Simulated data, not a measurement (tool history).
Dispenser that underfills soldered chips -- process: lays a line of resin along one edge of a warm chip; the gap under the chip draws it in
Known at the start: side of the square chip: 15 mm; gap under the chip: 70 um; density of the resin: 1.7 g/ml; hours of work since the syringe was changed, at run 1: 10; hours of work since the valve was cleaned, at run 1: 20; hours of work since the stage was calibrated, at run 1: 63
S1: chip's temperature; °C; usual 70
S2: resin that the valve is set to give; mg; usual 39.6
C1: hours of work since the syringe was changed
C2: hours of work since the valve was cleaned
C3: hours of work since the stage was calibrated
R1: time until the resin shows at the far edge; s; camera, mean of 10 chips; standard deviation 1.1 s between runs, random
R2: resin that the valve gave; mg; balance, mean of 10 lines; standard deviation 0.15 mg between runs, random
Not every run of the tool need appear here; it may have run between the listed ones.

run 1 day=0 | S1=70 S2=39.6 | C1=10 C2=20 C3=63 | R1=214.7 R2=39.01
-- day=0.062 new syringe of resin
run 2 day=0.258 | S1=70 S2=49.7 | C1=3 C2=23 C3=67 | R1=129.4 R2=48.48
run 3 day=0.467 | S1=70 S2=48.8 | C1=6 C2=27 C3=70 | R1=163.9 R2=48.07
run 4 day=0.629 | S1=73 S2=39.6 | C1=9 C2=29 C3=73 | R1=182.3 R2=38.7
-- day=0.733 new syringe of resin
run 5 day=0.821 | S1=73 S2=39.6 | C1=1 C2=32 C3=75 | R1=102.4 R2=38.58
run 6 day=1.058 | S1=70 S2=39.6 | C1=5 C2=36 C3=79 | R1=150.6 R2=38.61
run 7 day=1.162 | S1=70 S2=39.6 | C1=7 C2=37 C3=81 | R1=171.2 R2=38.6
-- day=1.412 new syringe of resin
run 8 day=1.433 | S1=70 S2=46.5 | C1=0 C2=41 C3=85 | R1=105.3 R2=45.17
run 9 day=1.654 | S1=70 S2=39.6 | C1=4 C2=45 C3=88 | R1=139.3 R2=38.39
run 10 day=1.779 | S1=70 S2=39.6 | C1=6 C2=46 C3=90 | R1=161.7 R2=38.33
run 11 day=1.904 | S1=77 S2=39.6 | C1=8 C2=48 C3=92 | R1=145 R2=38.29
-- day=2.092 new syringe of resin
run 12 day=2.167 | S1=77 S2=39.6 | C1=1 C2=52 C3=96 | R1=90.5 R2=38.27
run 13 day=2.379 | S1=77 S2=39.6 | C1=4 C2=55 C3=99 | R1=114.6 R2=38.1
run 14 day=2.646 | S1=58 S2=39.6 | C1=9 C2=60 C3=103 | R1=309.9 R2=37.97
-- day=2.762 new syringe of resin
run 15 day=2.888 | S1=58 S2=39.6 | C1=2 C2=63 C3=107 | R1=188.7 R2=37.8
run 16 day=3.042 | S1=70 S2=50.8 | C1=4 C2=65 C3=109 | R1=141.4 R2=48.15
run 17 day=3.192 | S1=58 S2=50.8 | C1=7 C2=68 C3=111 | R1=258.9 R2=48.92
run 18 day=3.321 | S1=70 S2=39.6 | C1=9 C2=70 C3=113 | R1=199.2 R2=37.82
-- day=3.433 new syringe of resin
run 19 day=3.517 | S1=64 S2=38.4 | C1=1 C2=73 C3=116 | R1=142.9 R2=36.44
run 20 day=3.729 | S1=80 S2=47.1 | C1=5 C2=76 C3=119 | R1=101.7 R2=44.64
run 21 day=3.95 | S1=66 S2=46.5 | C1=8 C2=79 C3=123 | R1=211.9 R2=43.74
run 22 day=4.079 | S1=61 S2=40.1 | C1=10 C2=81 C3=125 | R1=303.4 R2=37.92
-- day=4.117 new syringe of resin
run 23 day=4.279 | S1=59 S2=39.6 | C1=2 C2=84 C3=128 | R1=188.5 R2=37.18
run 24 day=4.512 | S1=59 S2=39.6 | C1=6 C2=88 C3=131 | R1=248.4 R2=36.86
-- day=4.646 dispensing valve cleaned and set on the balance
run 25 day=4.8 | S1=65 S2=39.6 | C1=10 C2=2 C3=135 | R1=265.3 R2=39.37
-- day=4.829 new syringe of resin
run 26 day=4.958 | S1=77 S2=39.6 | C1=2 C2=5 C3=137 | R1=92.7 R2=39.57
run 27 day=5.133 | S1=72 S2=43.5 | C1=5 C2=7 C3=140 | R1=133.2 R2=43.31
run 28 day=5.392 | S1=67 S2=39.3 | C1=9 C2=11 C3=144 | R1=222 R2=39.26
-- day=5.512 new syringe of resin
run 29 day=5.617 | S1=70 S2=46 | C1=2 C2=15 C3=147 | R1=113.1 R2=45.55
run 30 day=5.754 | S1=83 S2=39.6 | C1=4 C2=17 C3=149 | R1=86.4 R2=39.42
run 31 day=5.875 | S1=66 S2=46 | C1=6 C2=19 C3=151 | R1=177.6 R2=45.29
run 32 day=6.025 | S1=80 S2=47.4 | C1=8 C2=21 C3=153 | R1=130 R2=46.78
run 33 day=6.154 | S1=72 S2=40.8 | C1=10 C2=23 C3=155 | R1=203.8 R2=40.26
-- day=6.192 new syringe of resin
run 34 day=6.333 | S1=58 S2=38.8 | C1=2 C2=25 C3=158 | R1=185.4 R2=38.09
run 35 day=6.562 | S1=71 S2=47.9 | C1=6 C2=29 C3=161 | R1=153 R2=46.97

For each run, the measured value with the value that run would have given without the tool's hidden condition subtracted. The run-to-run variation is shared by both, the gauge scatter possibly not:
Hidden state present: resin's viscosity, % of fresh resin's; dose that the valve gives, % of what is set; true chip temperature over the reading, C; drift of the gauge itself on fill_s, %; drift of the gauge itself on given_mg, %.
run=1 R1=+109.6 R2=-0.59
run=2 R1=+27.6 R2=-0.85
run=3 R1=+62.8 R2=-0.95
run=4 R1=+89.8 R2=-0.84
run=5 R1=+8.7 R2=-0.91
run=6 R1=+46.3 R2=-1.01
run=7 R1=+66.8 R2=-1.05
run=8 R1=+2.5 R2=-1.35
run=9 R1=+35.2 R2=-1.24
run=10 R1=+57.1 R2=-1.29
run=11 R1=+64.1 R2=-1.34
run=12 R1=+7.7 R2=-1.44
run=13 R1=+32.7 R2=-1.53
run=14 R1=+148.1 R2=-1.64
run=15 R1=+26.6 R2=-1.72
run=16 R1=+39.3 R2=-2.28
run=17 R1=+102.1 R2=-2.4
run=18 R1=+96.5 R2=-1.91
run=19 R1=+12.1 R2=-1.91
run=20 R1=+28.6 R2=-2.46
run=21 R1=+94.2 R2=-2.51
run=22 R1=+159.9 R2=-2.24
run=23 R1=+33.4 R2=-2.27
run=24 R1=+93.8 R2=-2.36
run=25 R1=+139.6 R2=-0.09
run=26 R1=+11.3 R2=-0.15
run=27 R1=+37.9 R2=-0.24
run=28 R1=+104.6 R2=-0.33
run=29 R1=+11.8 R2=-0.49
run=30 R1=+20.6 R2=-0.47
run=31 R1=+60 R2=-0.59
run=32 R1=+57.9 R2=-0.69
run=33 R1=+106.5 R2=-0.64
run=34 R1=+26.5 R2=-0.68
run=35 R1=+53.2 R2=-0.95
